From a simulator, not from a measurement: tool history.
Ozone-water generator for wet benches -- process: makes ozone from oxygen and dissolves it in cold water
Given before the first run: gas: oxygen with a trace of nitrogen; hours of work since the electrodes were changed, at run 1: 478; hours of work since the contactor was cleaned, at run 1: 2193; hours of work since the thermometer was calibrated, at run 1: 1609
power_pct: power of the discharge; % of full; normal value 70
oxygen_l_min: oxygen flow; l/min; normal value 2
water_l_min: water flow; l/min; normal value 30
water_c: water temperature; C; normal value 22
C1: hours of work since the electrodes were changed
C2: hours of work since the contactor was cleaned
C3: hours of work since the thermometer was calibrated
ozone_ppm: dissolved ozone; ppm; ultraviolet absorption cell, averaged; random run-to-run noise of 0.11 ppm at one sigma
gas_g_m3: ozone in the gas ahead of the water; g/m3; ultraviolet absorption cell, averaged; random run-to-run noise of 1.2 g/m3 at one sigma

run 1 hour=0 | power_pct=70 oxygen_l_min=2 water_l_min=30 water_c=22 | C1=478 C2=2193 C3=1609 | ozone_ppm=6.3 gas_g_m3=209.7
run 2 hour=36.1 | power_pct=70 oxygen_l_min=2 water_l_min=30 water_c=22 | C1=515 C2=2229 C3=1645 | ozone_ppm=6.5 gas_g_m3=211.7
run 3 hour=71.7 | power_pct=70 oxygen_l_min=2 water_l_min=30 water_c=22 | C1=550 C2=2265 C3=1680 | ozone_ppm=6.4 gas_g_m3=209.9
run 4 hour=101.5 | power_pct=70 oxygen_l_min=2 water_l_min=30 water_c=22 | C1=580 C2=2294 C3=1710 | ozone_ppm=6.4 gas_g_m3=211.7
run 5 hour=125.9 | power_pct=70 oxygen_l_min=2 water_l_min=30 water_c=15 | C1=604 C2=2319 C3=1734 | ozone_ppm=6.7 gas_g_m3=212.4
run 6 hour=146.4 | power_pct=70 oxygen_l_min=2 water_l_min=30 water_c=15 | C1=625 C2=2339 C3=1755 | ozone_ppm=6.5 gas_g_m3=211.7
run 7 hour=174.8 | power_pct=70 oxygen_l_min=2 water_l_min=30 water_c=15 | C1=653 C2=2368 C3=1783 | ozone_ppm=6.7 gas_g_m3=212.5
run 8 hour=196.8 | power_pct=70 oxygen_l_min=2 water_l_min=19 water_c=22 | C1=675 C2=2390 C3=1805 | ozone_ppm=10.7 gas_g_m3=211.3
run 9 hour=229.4 | power_pct=70 oxygen_l_min=2 water_l_min=19 water_c=22 | C1=708 C2=2422 C3=1838 | ozone_ppm=10.9 gas_g_m3=209
-- hour=235 contactor cleaned
run 10 hour=256.1 | power_pct=70 oxygen_l_min=2 water_l_min=43 water_c=22 | C1=730 C2=21 C3=1861 | ozone_ppm=3.9 gas_g_m3=212.2
run 11 hour=277.4 | power_pct=70 oxygen_l_min=2 water_l_min=23 water_c=22 | C1=752 C2=42 C3=1882 | ozone_ppm=8.4 gas_g_m3=208.4
run 12 hour=306.8 | power_pct=70 oxygen_l_min=2 water_l_min=23 water_c=22 | C1=781 C2=72 C3=1911 | ozone_ppm=8.5 gas_g_m3=210.2
run 13 hour=343.4 | power_pct=70 oxygen_l_min=2 water_l_min=30 water_c=22 | C1=818 C2=108 C3=1948 | ozone_ppm=6.3 gas_g_m3=210.4
run 14 hour=365.4 | power_pct=70 oxygen_l_min=2 water_l_min=30 water_c=22 | C1=840 C2=130 C3=1970 | ozone_ppm=6.2 gas_g_m3=209.6
run 15 hour=392.8 | power_pct=70 oxygen_l_min=2 water_l_min=30 water_c=21 | C1=867 C2=158 C3=1997 | ozone_ppm=6.2 gas_g_m3=208.4
run 16 hour=421.9 | power_pct=70 oxygen_l_min=1.43 water_l_min=30 water_c=22 | C1=896 C2=187 C3=2026 | ozone_ppm=5.2 gas_g_m3=235.9
run 17 hour=450.1 | power_pct=47 oxygen_l_min=1.7 water_l_min=30 water_c=20 | C1=924 C2=215 C3=2054 | ozone_ppm=4.3 gas_g_m3=162.8
-- hour=456.7 contactor cleaned, once more
run 18 hour=486.4 | power_pct=52 oxygen_l_min=2 water_l_min=26 water_c=22 | C1=956 C2=30 C3=2087 | ozone_ppm=6.3 gas_g_m3=164
run 19 hour=508.6 | power_pct=52 oxygen_l_min=2 water_l_min=26 water_c=22 | C1=979 C2=52 C3=2109 | ozone_ppm=6.3 gas_g_m3=164.1
run 20 hour=548.4 | power_pct=88 oxygen_l_min=2 water_l_min=23 water_c=22 | C1=1018 C2=92 C3=2149 | ozone_ppm=11 gas_g_m3=246.5
run 21 hour=577.6 | power_pct=58 oxygen_l_min=2.13 water_l_min=23 water_c=26 | C1=1048 C2=121 C3=2178 | ozone_ppm=7.8 gas_g_m3=174.2
run 22 hour=598.8 | power_pct=70 oxygen_l_min=2.59 water_l_min=38 water_c=22 | C1=1069 C2=142 C3=2199 | ozone_ppm=5.6 gas_g_m3=188.2
run 23 hour=638.8 | power_pct=78 oxygen_l_min=2 water_l_min=30 water_c=20 | C1=1109 C2=182 C3=2239 | ozone_ppm=7.4 gas_g_m3=223.8
run 24 hour=671.2 | power_pct=78 oxygen_l_min=1.21 water_l_min=30 water_c=29 | C1=1141 C2=214 C3=2271 | ozone_ppm=5.7 gas_g_m3=270.6
run 25 hour=690.2 | power_pct=78 oxygen_l_min=1.21 water_l_min=30 water_c=29 | C1=1160 C2=233 C3=2290 | ozone_ppm=5.5 gas_g_m3=271.9
run 26 hour=723.9 | power_pct=88 oxygen_l_min=3.56 water_l_min=37 water_c=16 | C1=1194 C2=267 C3=2324 | ozone_ppm=8 gas_g_m3=198
run 27 hour=761.4 | power_pct=70 oxygen_l_min=2 water_l_min=30 water_c=18 | C1=1231 C2=304 C3=2362 | ozone_ppm=6.6 gas_g_m3=205.4
run 28 hour=787.6 | power_pct=70 oxygen_l_min=2.43 water_l_min=29 water_c=22 | C1=1258 C2=331 C3=2388 | ozone_ppm=7.4 gas_g_m3=193
run 29 hour=815 | power_pct=70 oxygen_l_min=2.43 water_l_min=29 water_c=22 | C1=1285 C2=358 C3=2415 | ozone_ppm=7.4 gas_g_m3=191.4

Here are 3 independent what-if runs from the current tool condition. What would each one return?
run A hour=845.8 | power_pct=70 oxygen_l_min=2.43 water_l_min=19 water_c=22 | C1=1316 C2=389 C3=2446 | ozone_ppm=? gas_g_m3=?
run B hour=845.8 | power_pct=70 oxygen_l_min=2.43 water_l_min=18 water_c=22 | C1=1316 C2=389 C3=2446 | ozone_ppm=? gas_g_m3=?
run C hour=845.8 | power_pct=70 oxygen_l_min=2.43 water_l_min=29 water_c=28 | C1=1316 C2=389 C3=2446 | ozone_ppm=? gas_g_m3=?

run=A ozone_ppm=11.9 gas_g_m3=188.5
run=B ozone_ppm=12.4 gas_g_m3=190.5
run=C ozone_ppm=7 gas_g_m3=192.1
Without the tool's hidden state the same runs would have given:
run=A ozone_ppm=12.8 gas_g_m3=200.7
run=B ozone_ppm=13.3 gas_g_m3=202.8
run=C ozone_ppm=7.6 gas_g_m3=204.4
